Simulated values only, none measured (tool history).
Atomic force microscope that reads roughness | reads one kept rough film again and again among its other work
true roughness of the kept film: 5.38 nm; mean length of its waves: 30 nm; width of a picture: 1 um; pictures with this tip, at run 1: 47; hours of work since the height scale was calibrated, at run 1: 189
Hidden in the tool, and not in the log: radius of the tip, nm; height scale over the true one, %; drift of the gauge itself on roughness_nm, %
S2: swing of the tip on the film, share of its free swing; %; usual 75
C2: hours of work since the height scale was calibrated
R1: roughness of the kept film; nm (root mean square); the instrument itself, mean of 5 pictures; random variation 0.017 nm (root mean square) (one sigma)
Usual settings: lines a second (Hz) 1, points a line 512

Run 1, hour 0: usual settings; pictures with this tip 47; C2 189. Result: R1 4.099 nm (root mean square).
Run 2, hour 7.1: usual settings; pictures with this tip 53; C2 192. Result: R1 4.075 nm (root mean square).
Run 3, hour 18.8: usual settings but S2 76 %; pictures with this tip 62; C2 196. Result: R1 4.063 nm (root mean square).
Run 4, hour 33: usual settings; pictures with this tip 73; C2 202. Result: R1 4.063 nm (root mean square).
Run 5, hour 41.4: usual settings but points a line 580; pictures with this tip 79; C2 206. Result: R1 4.081 nm (root mean square).
At hour 42.6: new tip fitted.
Run 6, hour 56.4: usual settings but points a line 580; pictures with this tip 10; C2 211. Result: R1 4.114 nm (root mean square).
Run 7, hour 69.7: usual settings but points a line 580; pictures with this tip 20; C2 217. Result: R1 4.064 nm (root mean square).
Run 8, hour 84.9: usual settings; pictures with this tip 32; C2 223. Result: R1 4.092 nm (root mean square).
Run 9, hour 98.4: usual settings but lines a second (Hz) 1.05; pictures with this tip 42; C2 229. Result: R1 4.063 nm (root mean square).
Run 10, hour 109.9: usual settings but lines a second (Hz) 1.05; pictures with this tip 51; C2 233. Result: R1 4.079 nm (root mean square).
Run 11, hour 119.1: usual settings but lines a second (Hz) 1.05; pictures with this tip 58; C2 237. Result: R1 4.097 nm (root mean square).
Run 12, hour 129.7: usual settings but lines a second (Hz) 1.05; pictures with this tip 66; C2 241. Result: R1 4.068 nm (root mean square).
Run 13, hour 143.7: usual settings but lines a second (Hz) 1.05; pictures with this tip 77; C2 247. Result: R1 4.066 nm (root mean square).
At hour 148.6: new tip fitted.
Run 14, hour 156.5: usual settings but lines a second (Hz) 1.05; pictures with this tip 6; C2 252. Result: R1 4.071 nm (root mean square).
Run 15, hour 169.8: usual settings but lines a second (Hz) 1.05; pictures with this tip 16; C2 258. Result: R1 4.059 nm (root mean square).
Run 16, hour 184.9: usual settings; pictures with this tip 28; C2 264. Result: R1 4.09 nm (root mean square).
Run 17, hour 198.7: usual settings; pictures with this tip 39; C2 269. Result: R1 4.083 nm (root mean square).
Run 18, hour 213.2: usual settings but lines a second (Hz) 1.51; pictures with this tip 50; C2 275. Result: R1 3.977 nm (root mean square).
Run 19, hour 222.9: usual settings but lines a second (Hz) 1.51; pictures with this tip 57; C2 279. Result: R1 3.955 nm (root mean square).
Run 20, hour 234.4: usual settings but points a line 259; pictures with this tip 66; C2 284. Result: R1 4.01 nm (root mean square).
Run 21, hour 249.9: usual settings but points a line 259; pictures with this tip 78; C2 290. Result: R1 4.015 nm (root mean square).
At hour 253.4: new tip fitted.
Run 22, hour 263.7: usual settings but S2 88 %; pictures with this tip 8; C2 296. Result: R1 3.875 nm (root mean square).
Run 23, hour 279.4: usual settings; pictures with this tip 20; C2 302. Result: R1 4.077 nm (root mean square).
Run 24, hour 287.8: usual settings but S2 55 %; pictures with this tip 26; C2 306. Result: R1 4.289 nm (root mean square).
Run 25, hour 296.2: usual settings but S2 55 %; pictures with this tip 33; C2 309. Result: R1 4.278 nm (root mean square).
Run 26, hour 311.3: usual settings; pictures with this tip 44; C2 315. Result: R1 4.077 nm (root mean square).
Run 27, hour 318.6: usual settings but lines a second (Hz) 1.28, points a line 411; pictures with this tip 50; C2 318. Result: R1 3.989 nm (root mean square).
Run 28, hour 327.4: usual settings but lines a second (Hz) 1.28, points a line 411; pictures with this tip 57; C2 322. Result: R1 3.994 nm (root mean square).
Run 29, hour 334: usual settings but lines a second (Hz) 0.74, S2 82 %, points a line 466; pictures with this tip 62; C2 324. Result: R1 4.067 nm (root mean square).
Run 30, hour 346.3: usual settings but lines a second (Hz) 0.52, S2 88 %, points a line 397; pictures with this tip 71; C2 329. Result: R1 4.046 nm (root mean square).
Run 31, hour 356.6: usual settings but lines a second (Hz) 3.73, S2 78 %, points a line 397; pictures with this tip 79; C2 334. Result: R1 3.406 nm (root mean square).
At hour 358: new tip fitted.
Run 32, hour 372: usual settings but lines a second (Hz) 3.73, S2 78 %, points a line 397; pictures with this tip 10; C2 340. Result: R1 3.393 nm (root mean square).
Run 33, hour 385.6: usual settings but lines a second (Hz) 0.98, S2 78 %, points a line 676; pictures with this tip 21; C2 345. Result: R1 4.017 nm (root mean square).
Run 34, hour 400.3: usual settings but lines a second (Hz) 0.98, S2 78 %, points a line 676; pictures with this tip 32; C2 351. Result: R1 4.043 nm (root mean square).
Run 35, hour 408.8: usual settings but lines a second (Hz) 0.72, S2 67 %, points a line 458; pictures with this tip 38; C2 355. Result: R1 4.215 nm (root mean square).
Run 36, hour 423.5: usual settings but lines a second (Hz) 1.27, S2 59 %; pictures with this tip 50; C2 361. Result: R1 4.188 nm (root mean square).
Run 37, hour 438.8: usual settings but lines a second (Hz) 2.03; pictures with this tip 61; C2 367. Result: R1 3.838 nm (root mean square).
Run 38, hour 449.1: usual settings but lines a second (Hz) 2.03; pictures with this tip 69; C2 371. Result: R1 3.851 nm (root mean square).
Run 39, hour 460.3: usual settings but lines a second (Hz) 0.7, S2 78 %, points a line 384; pictures with this tip 78; C2 376. Result: R1 4.101 nm (root mean square).
At hour 463.9: new tip fitted.
Run 40, hour 474.7: usual settings but lines a second (Hz) 0.7, S2 78 %, points a line 384; pictures with this tip 8; C2 382. Result: R1 4.125 nm (root mean square).
Run 41, hour 487.5: usual settings but lines a second (Hz) 2.8, points a line 557; pictures with this tip 18; C2 387. Result: R1 3.715 nm (root mean square).
Run 42, hour 495.5: usual settings but lines a second (Hz) 0.84, S2 70 %, points a line 273; pictures with this tip 24; C2 390. Result: R1 4.133 nm (root mean square).
Run 43, hour 510: usual settings but lines a second (Hz) 0.84, S2 70 %, points a line 273; pictures with this tip 35; C2 396. Result: R1 4.131 nm (root mean square).
Run 44, hour 521.4: usual settings but lines a second (Hz) 0.55, S2 68 %, points a line 274; pictures with this tip 44; C2 401. Result: R1 4.172 nm (root mean square).
Run 45, hour 532.3: usual settings but lines a second (Hz) 1.97, points a line 424; pictures with this tip 52; C2 405. Result: R1 3.855 nm (root mean square).
Run 46, hour 544.3: usual settings but lines a second (Hz) 1.97, points a line 424; pictures with this tip 62; C2 410. Result: R1 3.872 nm (root mean square).
Run 47, hour 551.9: usual settings but lines a second (Hz) 1.97, points a line 424; pictures with this tip 67; C2 413. Result: R1 3.869 nm (root mean square).
Run 48, hour 560.5: usual settings but lines a second (Hz) 0.52, points a line 338; pictures with this tip 74; C2 417. Result: R1 4.185 nm (root mean square).
At hour 568.8: new tip fitted.
Run 49, hour 571.4: usual settings but lines a second (Hz) 2.74, S2 58 %, points a line 505; pictures with this tip 2; C2 421. Result: R1 4.103 nm (root mean square).
Run 50, hour 578.3: usual settings but lines a second (Hz) 2.38, S2 76 %, points a line 583; pictures with this tip 7; C2 424. Result: R1 3.761 nm (root mean square).
Run 51, hour 592.2: usual settings but lines a second (Hz) 0.61, S2 76 %, points a line 860; pictures with this tip 18; C2 429. Result: R1 4.187 nm (root mean square).
Run 52, hour 602.2: usual settings but lines a second (Hz) 0.68; pictures with this tip 25; C2 433. Result: R1 4.141 nm (root mean square).

3 ways to go on from here, each from the tool as it stands after run 52. What would each give?
Run A, hour 612.6: usual settings but S2 84 %; pictures with this tip 33; C2 438. Result: R1 ?.
Run B, hour 612.6: usual settings but lines a second (Hz) 0.82; pictures with this tip 33; C2 438. Result: R1 ?.
Run C, hour 612.6: usual settings but lines a second (Hz) 3.3, S2 66 %, points a line 519; pictures with this tip 33; C2 438. Result: R1 ?.

run     R1
  A  3.951
  B  4.112
  C  3.825
Without the tool's hidden state the same runs would have given:
run     R1
  A  3.955
  B  4.115
  C  3.828
